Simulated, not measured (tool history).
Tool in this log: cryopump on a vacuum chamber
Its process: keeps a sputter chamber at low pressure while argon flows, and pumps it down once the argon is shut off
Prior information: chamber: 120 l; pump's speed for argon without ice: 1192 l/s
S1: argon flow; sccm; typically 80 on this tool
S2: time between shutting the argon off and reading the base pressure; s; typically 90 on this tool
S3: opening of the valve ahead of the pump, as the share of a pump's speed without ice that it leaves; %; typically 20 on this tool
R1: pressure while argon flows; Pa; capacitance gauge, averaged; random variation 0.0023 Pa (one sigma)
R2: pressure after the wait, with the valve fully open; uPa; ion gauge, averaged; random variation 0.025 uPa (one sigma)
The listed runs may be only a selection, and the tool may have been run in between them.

| run | hour | S1 | S2 | S3 | R1 | R2 |
|---|---|---|---|---|---|---|
| 1 | 0 | 80 | 90 | 20 | 0.5706 | 1.19 |
| 2 | 10.9 | 80 | 90 | 20 | 0.5685 | 1.2 |
| 3 | 24 | 80 | 90 | 20 | 0.5678 | 1.24 |
| 4 | 35.2 | 80 | 90 | 20 | 0.5685 | 1.16 |
| 5 | 54.5 | 80 | 90 | 20 | 0.5684 | 1.21 |
| 6 | 73.7 | 80 | 59 | 20 | 0.5728 | 1.61 |
| 7 | 82.1 | 70 | 90 | 20 | 0.5056 | 1.22 |
| 8 | 95.1 | 70 | 90 | 20 | 0.5056 | 1.28 |
| 9 | 109.3 | 70 | 90 | 20 | 0.5035 | 1.27 |
| 10 | 119 | 80 | 140 | 39 | 0.2972 | 0.97 |
| 11 | 131 | 156 | 90 | 20 | 1.1225 | 1.26 |
| 12 | 146.9 | 153 | 61 | 26 | 0.8521 | 1.64 |
| 13 | 160.1 | 80 | 90 | 46 | 0.2566 | 1.26 |
| 14 | 179.2 | 40 | 203 | 19 | 0.3031 | 0.86 |
| 15 | 193.4 | 133 | 90 | 20 | 0.9657 | 1.34 |
| 16 | 211.9 | 88 | 90 | 15 | 0.8432 | 1.3 |

4 options for the next run, each taken on its own from the tool as it stands now. Forecast them:
| A | 230.1 | 80 | 239 | 51 | ? | ? |
| B | 230.1 | 80 | 60 | 20 | ? | ? |
| C | 230.1 | 45 | 199 | 37 | ? | ? |
| D | 230.1 | 40 | 90 | 15 | ? | ? |

| run | R1 | R2 |
|---|---|---|
| A | 0.2362 | 0.88 |
| B | 0.579 | 1.71 |
| C | 0.1788 | 0.92 |
| D | 0.39 | 1.38 |
Take away the tool's hidden state, keep each run's random variation, and the runs would have read:
| run | R1 | R2 |
|---|---|---|
| A | 0.2231 | 0.56 |
| B | 0.566 | 1.39 |
| C | 0.1714 | 0.6 |
| D | 0.3833 | 1.06 |
